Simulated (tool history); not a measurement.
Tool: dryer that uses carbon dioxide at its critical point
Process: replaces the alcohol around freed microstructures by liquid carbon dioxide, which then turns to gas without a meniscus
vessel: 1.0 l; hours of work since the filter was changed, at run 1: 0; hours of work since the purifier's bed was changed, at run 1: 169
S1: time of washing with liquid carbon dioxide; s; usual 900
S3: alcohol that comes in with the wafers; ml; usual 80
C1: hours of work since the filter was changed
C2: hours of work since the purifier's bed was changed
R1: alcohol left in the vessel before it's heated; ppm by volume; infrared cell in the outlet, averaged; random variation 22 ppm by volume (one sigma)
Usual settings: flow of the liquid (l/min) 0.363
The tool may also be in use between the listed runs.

{"run": 1, "hour": 0.0, "S1": 900, "flow of the liquid (l/min)": 0.363, "S3": 80, "C1": 0, "C2": 169, "R1": 1462}
{"run": 2, "hour": 18.6, "S1": 900, "flow of the liquid (l/min)": 0.363, "S3": 80, "C1": 10, "C2": 179, "R1": 1509}
{"run": 3, "hour": 34.2, "S1": 900, "flow of the liquid (l/min)": 0.363, "S3": 80, "C1": 18, "C2": 187, "R1": 1492}
{"run": 4, "hour": 44.8, "S1": 900, "flow of the liquid (l/min)": 0.363, "S3": 80, "C1": 23, "C2": 192, "R1": 1587}
{"run": 5, "hour": 58.4, "S1": 900, "flow of the liquid (l/min)": 0.363, "S3": 80, "C1": 31, "C2": 199, "R1": 1597}
{"run": 6, "hour": 77.5, "S1": 900, "flow of the liquid (l/min)": 0.363, "S3": 77, "C1": 40, "C2": 209, "R1": 1542}
{"run": 7, "hour": 98.9, "S1": 900, "flow of the liquid (l/min)": 0.363, "S3": 77, "C1": 52, "C2": 221, "R1": 1574}
{"run": 8, "hour": 111.2, "S1": 900, "flow of the liquid (l/min)": 0.363, "S3": 77, "C1": 58, "C2": 227, "R1": 1562}
{"run": 9, "hour": 131.0, "S1": 1320, "flow of the liquid (l/min)": 0.363, "S3": 77, "C1": 68, "C2": 237, "R1": 298}
{"run": 10, "hour": 152.4, "S1": 1320, "flow of the liquid (l/min)": 0.363, "S3": 77, "C1": 80, "C2": 249, "R1": 312}
{"run": 11, "hour": 164.7, "S1": 1320, "flow of the liquid (l/min)": 0.363, "S3": 77, "C1": 86, "C2": 255, "R1": 312}
{"run": 12, "hour": 176.5, "S1": 900, "flow of the liquid (l/min)": 0.363, "S3": 80, "C1": 92, "C2": 261, "R1": 1721}
{"run": 13, "hour": 191.4, "S1": 540, "flow of the liquid (l/min)": 0.363, "S3": 80, "C1": 100, "C2": 269, "R1": 8044}
{"run": 14, "hour": 209.7, "S1": 540, "flow of the liquid (l/min)": 0.363, "S3": 80, "C1": 109, "C2": 278, "R1": 7873}
{"run": 15, "hour": 224.5, "S1": 540, "flow of the liquid (l/min)": 0.363, "S3": 80, "C1": 117, "C2": 286, "R1": 8242}
{"run": 16, "hour": 234.3, "S1": 540, "flow of the liquid (l/min)": 0.363, "S3": 80, "C1": 122, "C2": 291, "R1": 7866}
{"run": 17, "hour": 249.8, "S1": 900, "flow of the liquid (l/min)": 0.307, "S3": 80, "C1": 130, "C2": 299, "R1": 3388}
{"run": 18, "hour": 266.6, "S1": 780, "flow of the liquid (l/min)": 0.363, "S3": 80, "C1": 139, "C2": 308, "R1": 3048}
{"run": 19, "hour": 283.7, "S1": 1260, "flow of the liquid (l/min)": 0.521, "S3": 80, "C1": 148, "C2": 317, "R1": 101}
{"run": 20, "hour": 297.9, "S1": 1260, "flow of the liquid (l/min)": 0.521, "S3": 80, "C1": 155, "C2": 324, "R1": 113}
{"run": 21, "hour": 308.0, "S1": 1260, "flow of the liquid (l/min)": 0.601, "S3": 57, "C1": 161, "C2": 330, "R1": 86}
{"run": 22, "hour": 316.8, "S1": 1260, "flow of the liquid (l/min)": 0.365, "S3": 42, "C1": 165, "C2": 334, "R1": 304}
{"run": 23, "hour": 328.0, "S1": 1140, "flow of the liquid (l/min)": 0.365, "S3": 109, "C1": 171, "C2": 340, "R1": 1009}
{"run": 24, "hour": 344.5, "S1": 1140, "flow of the liquid (l/min)": 0.365, "S3": 109, "C1": 180, "C2": 349, "R1": 1060}
{"run": 25, "hour": 356.4, "S1": 900, "flow of the liquid (l/min)": 0.34, "S3": 46, "C1": 186, "C2": 355, "R1": 1551}
{"run": 26, "hour": 374.7, "S1": 720, "flow of the liquid (l/min)": 0.442, "S3": 57, "C1": 195, "C2": 364, "R1": 1594}
{"run": 27, "hour": 387.5, "S1": 900, "flow of the liquid (l/min)": 0.22, "S3": 49, "C1": 202, "C2": 371, "R1": 5855}
{"hour": 404.0, "done": "inlet filter changed"}
{"run": 28, "hour": 404.9, "S1": 900, "flow of the liquid (l/min)": 0.22, "S3": 49, "C1": 0, "C2": 380, "R1": 4860}
{"run": 29, "hour": 421.5, "S1": 900, "flow of the liquid (l/min)": 0.22, "S3": 49, "C1": 9, "C2": 388, "R1": 4984}
{"run": 30, "hour": 436.6, "S1": 900, "flow of the liquid (l/min)": 0.22, "S3": 49, "C1": 17, "C2": 396, "R1": 4808}
{"run": 31, "hour": 446.8, "S1": 600, "flow of the liquid (l/min)": 0.402, "S3": 85, "C1": 22, "C2": 401, "R1": 4541}

The same runs without the tool's hidden state, with the same run-to-run variation:
The hidden state here: flow that reaches the vessel past the clogged filter, %; alcohol in the recycled carbon dioxide, ppm; drift of the gauge itself on alcohol_ppm, %.
run=1 R1=1424
run=2 R1=1445
run=3 R1=1411
run=4 R1=1486
run=5 R1=1476
run=6 R1=1399
run=7 R1=1399
run=8 R1=1373
run=9 R1=211
run=10 R1=216
run=11 R1=208
run=12 R1=1429
run=13 R1=7225
run=14 R1=7002
run=15 R1=7271
run=16 R1=6903
run=17 R1=2774
run=18 R1=2437
run=19 R1=20
run=20 R1=28
run=21 R1=11
run=22 R1=158
run=23 R1=651
run=24 R1=670
run=25 R1=1104
run=26 R1=1097
run=27 R1=4743
run=28 R1=4742
run=29 R1=4820
run=30 R1=4613
run=31 R1=4289
